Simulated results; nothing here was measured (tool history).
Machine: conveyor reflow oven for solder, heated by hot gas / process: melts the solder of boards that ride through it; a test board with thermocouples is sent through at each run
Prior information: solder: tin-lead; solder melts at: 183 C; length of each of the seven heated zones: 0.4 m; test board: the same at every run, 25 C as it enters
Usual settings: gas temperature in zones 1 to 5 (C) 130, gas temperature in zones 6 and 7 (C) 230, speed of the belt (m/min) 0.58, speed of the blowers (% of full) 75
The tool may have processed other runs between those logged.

run	hour	gas temperature in zones 1 to 5 (C)	gas temperature in zones 6 and 7 (C)	speed of the belt (m/min)	speed of the blowers (% of full)	highest temperature of the board (C)	time above the solder's melting point (s)
1	0	130	230	0.58	75	214	56.7
2	15.8	130	230	0.58	75	214	56.9
3	27.4	130	230	0.58	75	214.2	56.5
4	43.9	130	230	0.58	64	210.4	51.8
5	63.6	130	245	0.58	64	222.8	63.1
6	82.1	130	245	0.58	64	222.7	63
7	92	130	245	0.58	64	222.6	63.2
8	102.4	130	245	0.58	64	222.6	63
9	120.8	130	245	0.58	64	222.4	63
10	139.6	130	245	0.58	64	222.3	62.9
11	152.9	130	245	0.58	64	222.4	62.9
12	163.9	130	245	0.58	64	222.4	62.9
# hour 170.5: flux residue cleaned out of gas plates and filters
13	178.7	143	245	0.58	87	231.5	74.4
14	193.6	132	219	0.633	75	201.5	38.7
15	210.6	139	219	0.633	64	199.5	37.2
16	222.4	140	230	0.58	54	207.8	52
17	243.6	116	230	0.58	61	205.1	41.3
18	259.4	131	230	0.58	72	212.3	54.9
# hour 270.8: flux residue cleaned out of gas plates and filters, once more
19	274.7	131	230	0.58	72	213.9	56.8
20	287.7	132	225	0.631	54	199.8	34.5
21	305.7	132	219	0.488	54	204	55
22	323.8	141	236	0.574	64	218.6	65
23	336.8	141	236	0.574	64	218.3	64.8

Hidden state or all else? Some run-to-run changes of highest temperature of the board (C), split into what the settings, what came in and random variation would give without the hidden state, and what is left for the hidden state (with any gauge scatter that isn't in both results):
Hidden state present: heat that the gas passes to the board, % of a clean oven's; belt's true speed, % of the reading; true gas temperature in zones 6 and 7 over the reading, C; drift of the gauge itself on peak_c, C; drift of the gauge itself on liquid_s, %.
Run 13 -> 14: gas temperature in zones 1 to 5 (C) 143 -> 132, gas temperature in zones 6 and 7 (C) 245 -> 219, speed of the belt (m/min) 0.58 -> 0.633, speed of the blowers (% of full) 87 -> 75. highest temperature of the board (C) -30: hidden state -0.1, all else -29.9.
Run 16 -> 17: gas temperature in zones 1 to 5 (C) 140 -> 116, speed of the blowers (% of full) 54 -> 61. highest temperature of the board (C) -2.7: hidden state -0.4, all else -2.3.
Run 18 -> 19: flux residue cleaned out of gas plates and filters, once more. highest temperature of the board (C) +1.6: hidden state +1.7, all else -0.1.
Run 21 -> 22: gas temperature in zones 1 to 5 (C) 132 -> 141, gas temperature in zones 6 and 7 (C) 219 -> 236, speed of the belt (m/min) 0.488 -> 0.574, speed of the blowers (% of full) 54 -> 64. highest temperature of the board (C) +14.6: hidden state +0, all else +14.6.
